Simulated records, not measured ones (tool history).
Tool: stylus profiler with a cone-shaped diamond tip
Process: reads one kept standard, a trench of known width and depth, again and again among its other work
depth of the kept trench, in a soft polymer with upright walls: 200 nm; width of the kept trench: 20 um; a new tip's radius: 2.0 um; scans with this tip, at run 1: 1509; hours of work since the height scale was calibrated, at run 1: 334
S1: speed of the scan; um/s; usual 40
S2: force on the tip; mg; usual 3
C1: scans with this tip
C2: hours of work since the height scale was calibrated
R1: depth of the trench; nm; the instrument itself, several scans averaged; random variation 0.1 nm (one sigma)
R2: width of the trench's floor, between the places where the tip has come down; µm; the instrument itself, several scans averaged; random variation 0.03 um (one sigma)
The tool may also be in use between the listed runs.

run	day	S1	S2	C1	C2	R1	R2
1	0	40	3	1509	334	202.05	18.12
2	1.621	40	3	1649	365	201.86	18.09
3	3.262	17	3	1791	396	201.81	18.15
4	4.025	40	2.11	1857	411	201.42	18.01
5	5.367	40	3	1973	437	202.15	18.11
6	6.158	40	3	2041	452	202.05	18.1
7	7.346	40	3	2144	475	201.94	18.06
8	8.567	40	5.44	2250	498	202.84	18.16
9	9.867	117	5.44	2363	523	202.93	17.97
10	10.875	40	3	2450	542	201.88	18.07
11	12.183	40	3	2563	567	202.03	18.04
12	13.338	40	3	2663	590	201.95	18.05
13	14.412	40	3	2756	610	202.06	18.1
14	15.908	40	2.07	2885	639	201.56	18
15	16.583	40	2.12	2944	652	201.6	18.04
16	17.396	40	2.12	3014	667	201.41	18.02
17	18.992	73	3	3152	698	202.02	17.97
18	19.712	14	3.1	3215	712	201.9	18.07
19	20.825	14	1.3	3311	733	200.92	18.09
20	22.196	14	1.3	3429	759	200.98	18.11
21	23.492	38	8.31	3542	784	204.01	18.09
22	25.112	38	8.31	3682	815	203.87	18.08
23	26.021	38	8.31	3761	833	203.84	18.06
24	27.362	38	8.31	3876	858	203.96	18.1
25	28.25	128	2.09	3954	875	201.33	17.72
26	29.017	22	8.92	4020	890	204.17	18.03
27	30.608	20	2.41	4157	920	201.48	18.08
28	31.533	20	2.41	4237	938	201.46	18.06
29	32.567	84	3	4327	958	201.74	17.86
30	33.683	39	4.32	4424	979	202.37	17.99
31	34.479	39	4.32	4492	995	202.28	18.03
32	35.342	39	4.32	4567	1011	202.35	17.97
33	36.317	39	4.32	4651	1030	202.31	18.03
34	37.704	39	4.32	4771	1056	202.25	17.95

The same runs without the tool's hidden state, with the same run-to-run variation:
The hidden state here: radius of the tip, um; height scale over the true one, %; drift of the gauge itself on depth_nm, %; drift of the gauge itself on floor_um, %.
run	R1	R2
1	202.16	18.16
2	201.98	18.13
3	201.93	18.19
4	201.55	18.06
5	202.28	18.17
6	202.19	18.16
7	202.09	18.13
8	202.99	18.22
9	203.09	18.04
10	202.05	18.14
11	202.2	18.12
12	202.13	18.13
13	202.25	18.19
14	201.75	18.1
15	201.8	18.13
16	201.62	18.11
17	202.24	18.07
18	202.11	18.17
19	201.15	18.2
20	201.22	18.23
21	204.25	18.21
22	204.13	18.21
23	204.1	18.18
24	204.22	18.23
25	201.6	17.86
26	204.44	18.17
27	201.77	18.22
28	201.75	18.21
29	202.04	18.01
30	202.68	18.14
31	202.59	18.19
32	202.66	18.13
33	202.63	18.19
34	202.58	18.12
